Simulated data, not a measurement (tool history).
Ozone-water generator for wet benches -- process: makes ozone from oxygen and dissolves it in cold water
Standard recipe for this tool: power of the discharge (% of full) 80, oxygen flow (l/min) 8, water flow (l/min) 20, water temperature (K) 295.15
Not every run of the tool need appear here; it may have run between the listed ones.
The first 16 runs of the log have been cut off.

run,hour,power of the discharge (% of full),oxygen flow (l/min),water flow (l/min),water temperature (K),dissolved ozone (ppm),ozone in the gas ahead of the water (g/m3)
17,569.6,80,8,20,295.15,20.8,170.5
18,608.6,80,8,20,295.15,21.2,171.7
19,635.1,51,13.04,20,295.15,12.3,83.4
20,664.8,70,13.04,20,301.15,14.1,109.8
21,693.6,70,13.04,20,301.15,14.1,111.1
22,714.5,70,13.04,20,301.15,13.8,110.9
23,760.9,70,13.04,20,301.15,13.9,110.8
24,804.1,70,4.31,30,301.15,12.8,224.4
25,837.4,80,7.83,29,295.15,15.4,173.4
26,876.5,74,4.37,22,292.15,20.4,236.5
27,896.9,91,8,24,295.15,20.1,188.4
28,931.5,91,8,24,295.15,20.5,187.5
29,979.7,72,4.96,15,291.15,27.6,210.4
30,1003.1,40,7.57,16,298.15,12.7,95.6
31,1041.8,54,8,20,295.15,14.7,119.4
32,1076.3,54,8,20,295.15,14.9,117.1
33,1106.3,50,8,14,295.15,17.5,112.1

Alternative continuations, all from the tool just after run 33; predict every row:
A,1126.2,53,8,13,295.15,?,?
B,1126.2,52,8.4,20,289.15,?,?
C,1126.2,42,8,14,297.15,?,?
D,1126.2,66,9.88,14,295.15,?,?

run,dissolved ozone (ppm),ozone in the gas ahead of the water (g/m3)
A,19.5,115.4
B,15.8,112
C,14.5,95.7
D,20.9,123.7
Take away the tool's hidden state, keep each run's random variation, and the runs would have read:
run,dissolved ozone (ppm),ozone in the gas ahead of the water (g/m3)
A,19.5,118.6
B,15.8,115.1
C,14.5,98.3
D,20.9,127.2
